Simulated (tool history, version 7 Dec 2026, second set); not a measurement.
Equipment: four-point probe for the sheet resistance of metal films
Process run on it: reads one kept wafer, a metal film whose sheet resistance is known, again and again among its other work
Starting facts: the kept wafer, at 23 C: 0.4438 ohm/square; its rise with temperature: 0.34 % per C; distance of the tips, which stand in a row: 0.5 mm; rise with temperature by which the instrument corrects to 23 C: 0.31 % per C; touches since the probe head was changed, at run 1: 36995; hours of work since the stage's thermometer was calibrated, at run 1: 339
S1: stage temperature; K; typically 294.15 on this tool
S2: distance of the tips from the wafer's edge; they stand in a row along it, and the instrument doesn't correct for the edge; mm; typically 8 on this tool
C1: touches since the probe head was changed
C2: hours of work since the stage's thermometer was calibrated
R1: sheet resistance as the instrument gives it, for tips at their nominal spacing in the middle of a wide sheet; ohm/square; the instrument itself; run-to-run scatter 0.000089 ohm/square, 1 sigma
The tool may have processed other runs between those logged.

run,hour,S1,S2,C1,C2,R1
1,0,294.15,8,36995,339,0.44216
2,7.4,294.15,8,37212,342,0.442158
3,16.3,294.15,8,37472,347,0.442103
4,29.6,294.15,8,37862,353,0.442253
5,41.2,297.15,8,38202,359,0.442503
6,56.8,297.15,8,38660,366,0.442573
7,65.6,297.15,8,38916,371,0.442452
8,82.9,297.15,8,39423,379,0.442447
9,95.5,297.15,8,39794,386,0.442494
10,103.4,297.15,8,40024,389,0.442491
11,114.2,297.15,8,40340,395,0.44249
12,123.8,294.15,8,40623,399,0.441956
13,133.2,294.15,8,40897,404,0.442027
14,147.9,294.15,8,41328,411,0.441942
15,164.6,306.15,8,41817,419,0.443769
16,172.1,306.15,8,42036,423,0.443818
17,188.9,306.15,8,42530,431,0.443996
18,198.5,306.15,8,42812,436,0.44398
19,213.7,306.15,8,43257,444,0.443763
20,224.3,294.15,24,43569,449,0.441035
21,235.8,301.15,8,43905,454,0.443047
22,248.6,301.15,17,44280,461,0.442202
23,264,301.15,17,44732,468,0.442082
24,273.2,301.15,17,45001,473,0.442248
25,283.5,293.15,22,45302,478,0.440837
26,298.8,305.15,11,45749,485,0.443148
27,315.9,292.15,8,46252,494,0.441563
28,329.5,294.15,15,46649,500,0.441095
29,346,303.15,7,47132,509,0.44338
30,354,296.15,12,47368,513,0.441653
31,369.8,294.15,50,47830,520,0.440948
32,384.6,306.15,7,48264,528,0.443912
33,399.9,305.15,26,48714,535,0.442475
34,416.6,305.15,26,49203,543,0.442689
35,424.8,305.15,26,49441,547,0.442517
36,437.3,305.15,26,49809,553,0.442499
37,453,303.15,5,50267,561,0.444767
38,465.3,307.15,35,50629,567,0.442799
39,478.1,307.15,35,51004,574,0.442769

Run 40 has not been measured yet. What should we expect?
40,493.7,307.15,35,51460,581,?

{"run 40": {"R1": 0.442793}}
If the tool had no hidden condition, the same run with the same run-to-run variation would have returned R1 0.445646 ohm/square.

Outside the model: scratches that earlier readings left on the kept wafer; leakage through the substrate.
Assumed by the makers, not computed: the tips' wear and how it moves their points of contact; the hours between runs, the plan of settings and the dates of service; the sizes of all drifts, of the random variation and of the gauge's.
